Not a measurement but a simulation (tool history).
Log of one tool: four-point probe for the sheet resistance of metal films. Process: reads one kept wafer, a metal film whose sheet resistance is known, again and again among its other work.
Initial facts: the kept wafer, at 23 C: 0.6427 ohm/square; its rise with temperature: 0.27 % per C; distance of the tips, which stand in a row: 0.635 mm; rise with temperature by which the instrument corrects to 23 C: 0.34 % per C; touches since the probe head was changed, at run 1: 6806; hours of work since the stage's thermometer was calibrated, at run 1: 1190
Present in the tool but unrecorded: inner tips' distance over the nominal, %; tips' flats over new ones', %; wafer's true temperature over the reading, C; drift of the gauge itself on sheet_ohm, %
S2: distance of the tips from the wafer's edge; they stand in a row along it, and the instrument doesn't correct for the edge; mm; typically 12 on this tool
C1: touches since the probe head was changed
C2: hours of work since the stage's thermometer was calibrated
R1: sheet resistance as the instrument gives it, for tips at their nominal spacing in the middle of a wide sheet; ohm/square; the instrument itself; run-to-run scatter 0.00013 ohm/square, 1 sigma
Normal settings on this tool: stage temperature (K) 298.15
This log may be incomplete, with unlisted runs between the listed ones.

{"run": 1, "hour": 0.0, "stage temperature (K)": 298.15, "S2": 12, "C1": 6806, "C2": 1190, "R1": 0.642614}
{"run": 2, "hour": 13.0, "stage temperature (K)": 298.15, "S2": 12, "C1": 7059, "C2": 1198, "R1": 0.642691}
{"run": 3, "hour": 24.4, "stage temperature (K)": 298.15, "S2": 12, "C1": 7282, "C2": 1205, "R1": 0.642852}
{"run": 4, "hour": 37.6, "stage temperature (K)": 298.15, "S2": 12, "C1": 7538, "C2": 1213, "R1": 0.642654}
{"run": 5, "hour": 46.2, "stage temperature (K)": 298.15, "S2": 38, "C1": 7705, "C2": 1218, "R1": 0.641718}
{"run": 6, "hour": 57.8, "stage temperature (K)": 293.15, "S2": 12, "C1": 7932, "C2": 1225, "R1": 0.645118}
{"run": 7, "hour": 71.3, "stage temperature (K)": 298.15, "S2": 13, "C1": 8194, "C2": 1233, "R1": 0.642531}
{"run": 8, "hour": 81.5, "stage temperature (K)": 298.15, "S2": 13, "C1": 8393, "C2": 1239, "R1": 0.642547}
{"run": 9, "hour": 94.1, "stage temperature (K)": 298.15, "S2": 6, "C1": 8637, "C2": 1247, "R1": 0.645361}
{"run": 10, "hour": 105.2, "stage temperature (K)": 298.15, "S2": 6, "C1": 8853, "C2": 1254, "R1": 0.645475}
{"run": 11, "hour": 121.4, "stage temperature (K)": 298.15, "S2": 6, "C1": 9170, "C2": 1264, "R1": 0.645651}
{"run": 12, "hour": 136.7, "stage temperature (K)": 298.15, "S2": 6, "C1": 9467, "C2": 1273, "R1": 0.645459}
{"run": 13, "hour": 146.3, "stage temperature (K)": 297.15, "S2": 6, "C1": 9655, "C2": 1279, "R1": 0.645851}
{"run": 14, "hour": 156.4, "stage temperature (K)": 298.15, "S2": 39, "C1": 9850, "C2": 1285, "R1": 0.641602}
{"run": 15, "hour": 166.4, "stage temperature (K)": 295.15, "S2": 39, "C1": 10045, "C2": 1291, "R1": 0.642944}
{"run": 16, "hour": 179.3, "stage temperature (K)": 295.15, "S2": 39, "C1": 10297, "C2": 1299, "R1": 0.643211}
{"run": 17, "hour": 190.8, "stage temperature (K)": 302.15, "S2": 69, "C1": 10521, "C2": 1306, "R1": 0.639854}
{"run": 18, "hour": 202.2, "stage temperature (K)": 302.15, "S2": 69, "C1": 10743, "C2": 1313, "R1": 0.639811}
{"run": 19, "hour": 214.4, "stage temperature (K)": 301.15, "S2": 37, "C1": 10981, "C2": 1320, "R1": 0.640717}
{"run": 20, "hour": 227.3, "stage temperature (K)": 306.15, "S2": 24, "C1": 11231, "C2": 1328, "R1": 0.638485}
{"run": 21, "hour": 238.5, "stage temperature (K)": 306.15, "S2": 24, "C1": 11449, "C2": 1335, "R1": 0.638177}
{"run": 22, "hour": 254.3, "stage temperature (K)": 301.15, "S2": 3, "C1": 11758, "C2": 1344, "R1": 0.655572}
{"run": 23, "hour": 267.4, "stage temperature (K)": 293.15, "S2": 51, "C1": 12012, "C2": 1352, "R1": 0.644061}
{"run": 24, "hour": 277.5, "stage temperature (K)": 292.15, "S2": 22, "C1": 12209, "C2": 1358, "R1": 0.645125}

Each row is a separate what-if for the run after 24, all from the same tool condition, not one after another. Results?
{"run": "A", "hour": 288.3, "stage temperature (K)": 296.15, "S2": 4, "C1": 12420, "C2": 1365, "R1": "?"}
{"run": "B", "hour": 288.3, "stage temperature (K)": 295.15, "S2": 34, "C1": 12420, "C2": 1365, "R1": "?"}
{"run": "C", "hour": 288.3, "stage temperature (K)": 298.15, "S2": 16, "C1": 12420, "C2": 1365, "R1": "?"}
{"run": "D", "hour": 288.3, "stage temperature (K)": 301.15, "S2": 24, "C1": 12420, "C2": 1365, "R1": "?"}
{"run": "E", "hour": 288.3, "stage temperature (K)": 299.15, "S2": 12, "C1": 12420, "C2": 1365, "R1": "?"}

run=A R1=0.65114
run=B R1=0.643173
run=C R1=0.642267
run=D R1=0.640455
run=E R1=0.642274
Had the tool no hidden state, the same runs would have come out as:
run=A R1=0.651213
run=B R1=0.643245
run=C R1=0.642339
run=D R1=0.640527
run=E R1=0.642346

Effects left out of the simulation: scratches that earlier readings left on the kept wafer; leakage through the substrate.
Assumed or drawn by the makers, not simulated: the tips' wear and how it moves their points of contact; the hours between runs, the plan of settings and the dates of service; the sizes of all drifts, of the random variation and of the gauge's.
